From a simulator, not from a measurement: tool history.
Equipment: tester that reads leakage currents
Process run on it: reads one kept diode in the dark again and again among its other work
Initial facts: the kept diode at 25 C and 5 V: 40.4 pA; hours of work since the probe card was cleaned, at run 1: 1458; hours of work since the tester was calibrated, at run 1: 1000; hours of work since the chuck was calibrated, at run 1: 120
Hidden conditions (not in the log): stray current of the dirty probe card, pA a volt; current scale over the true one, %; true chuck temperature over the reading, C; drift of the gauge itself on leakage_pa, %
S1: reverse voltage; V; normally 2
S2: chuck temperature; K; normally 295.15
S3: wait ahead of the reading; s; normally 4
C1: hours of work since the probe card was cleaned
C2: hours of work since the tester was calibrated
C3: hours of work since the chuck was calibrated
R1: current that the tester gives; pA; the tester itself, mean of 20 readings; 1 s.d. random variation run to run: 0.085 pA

run    hour     S1      S2    S3    C1    C2   C3      R1
  1       0      2  295.15     4  1458  1000  120    26.9
  2    58.1      2  295.15     4  1489  1032  151   26.96
  3   125.5      2  295.15     4  1525  1068  187   27.06
  4   199.7      2  295.15     4  1565  1107  227   27.43
  5   248.5      2  295.15     4  1591  1134  253   27.55
  6     318      2  295.15     4  1629  1171  290   27.95
  7     377      2  295.15     4  1660  1203  322   28.39
  8     423      2  295.15     4  1685  1227  347   28.63
  9   481.8      2  295.15     4  1716  1259  378   28.61
 10   571.6      2  295.15     4  1765  1307  426   29.06
 11   623.8  14.95  317.15   1.2  1793  1335  454  380.92
 12   692.3  14.95  317.15   1.2  1829  1372  491   384.3
 13   764.6  16.81  302.15     4  1868  1410  530  131.93
 14   842.3   6.93  332.15  0.89  1910  1452  571  956.89
 15   909.7   2.98  330.15  5.53  1946  1488  608  633.19
 16   984.5   7.05  310.15  4.14  1986  1528  648  172.93
 17  1036.7   7.05  321.15  0.98  2014  1556  676  423.64
 18  1086.4    1.9  294.15  1.84  2041  1583  702   28.72
 19  1155.5    1.1  304.15     4  2078  1620  739   55.74
 20  1227.7    1.1  304.15     4  2116  1659  778   55.81

A few steps of R1 between consecutive runs. Split each: what settings, incoming material and random variation would produce without the hidden state, and what is left over for the hidden state, along with gauge scatter present in only one of the two compared results (measured, and without hidden state):
Run 13 -> 14: S1 16.81 -> 6.93, S2 302.15 -> 332.15, S3 4 -> 0.89. R1 +824.96 pA: hidden state +65.69, all else +759.27.
Run 15 -> 16: S1 2.98 -> 7.05, S2 330.15 -> 310.15, S3 5.53 -> 4.14. R1 -460.26 pA: hidden state -39.17, all else -421.09.
Run 17 -> 18: S1 7.05 -> 1.9, S2 321.15 -> 294.15, S3 0.98 -> 1.84. R1 -394.92 pA: hidden state -59.26, all else -335.66.

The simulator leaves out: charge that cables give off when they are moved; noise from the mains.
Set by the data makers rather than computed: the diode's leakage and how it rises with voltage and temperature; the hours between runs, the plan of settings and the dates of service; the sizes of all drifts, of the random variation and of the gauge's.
